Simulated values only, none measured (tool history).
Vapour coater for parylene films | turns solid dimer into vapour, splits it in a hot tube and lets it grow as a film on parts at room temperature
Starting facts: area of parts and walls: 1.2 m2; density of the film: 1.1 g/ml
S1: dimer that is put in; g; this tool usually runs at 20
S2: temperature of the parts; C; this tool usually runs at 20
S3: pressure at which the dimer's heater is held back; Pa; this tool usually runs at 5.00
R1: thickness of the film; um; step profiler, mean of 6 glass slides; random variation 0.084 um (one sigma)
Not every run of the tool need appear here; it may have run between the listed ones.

run     day  S1  S2     S3     R1
  1   0.000  20  20   5.00   9.75
  2   0.633  20  20   5.00   9.76
  3   1.388  20  21   5.00   9.48
  4   1.958  20  20   2.53  10.59
  5   2.742  20  20   2.53  10.34
  6   3.279  20  20   2.53  10.46
  7   3.854  15  20   2.53   7.92
  8   4.225  15  20   2.53   7.83
  9   5.004  20  20   2.26  10.50
 10   5.683  25  20   5.00  11.67
 11   6.379  25  20   5.00  11.51
 12   6.858  25  20   5.00  11.65
 13   7.442  25  20   5.00  11.60
 14   8.188  25  20   5.00  11.44
 15   8.708  20  20   5.00   9.32
      8.912  -- trap's valve overhauled
 16   9.288  20  20   5.00   8.94
 17   9.638  20  14  10.08   9.36
 18   9.962  20  14   5.91   9.89
 19  10.454  27  14   5.91  13.61
 20  10.983  19  14  10.80   8.81
     11.838  -- trap's valve overhauled, once more
 21  11.854  14  14   2.82   8.88
 22  12.254  20  17   5.00  10.88
 23  13.012  26  20   4.60  13.30
 24  13.338  26  20   4.60  13.23
 25  13.996   8  20   2.52   4.35
 26  14.588   8  20   2.52   4.42
 27  15.375   8  21   2.31   4.27
 28  15.767  31  15   5.00  17.16
 29  16.479  21  15   3.39  12.29
 30  17.046  28  20   5.00  13.79
 31  17.579  28  20   5.00  13.82

Alternative continuations, all from the tool just after run 31; predict every row:
  A  18.254  18  20  5.00   ?
  B  18.254  28  16  4.06   ?
  C  18.254  12  20  5.00   ?
  D  18.254  31  20  3.68   ?
  E  18.254  20  12  5.00   ?

run     R1
  A   8.86
  B  15.30
  C   5.89
  D  15.85
  E  11.72
Had the tool no hidden state, the same runs would have come out as:
run     R1
  A   9.30
  B  16.06
  C   6.19
  D  16.64
  E  12.30

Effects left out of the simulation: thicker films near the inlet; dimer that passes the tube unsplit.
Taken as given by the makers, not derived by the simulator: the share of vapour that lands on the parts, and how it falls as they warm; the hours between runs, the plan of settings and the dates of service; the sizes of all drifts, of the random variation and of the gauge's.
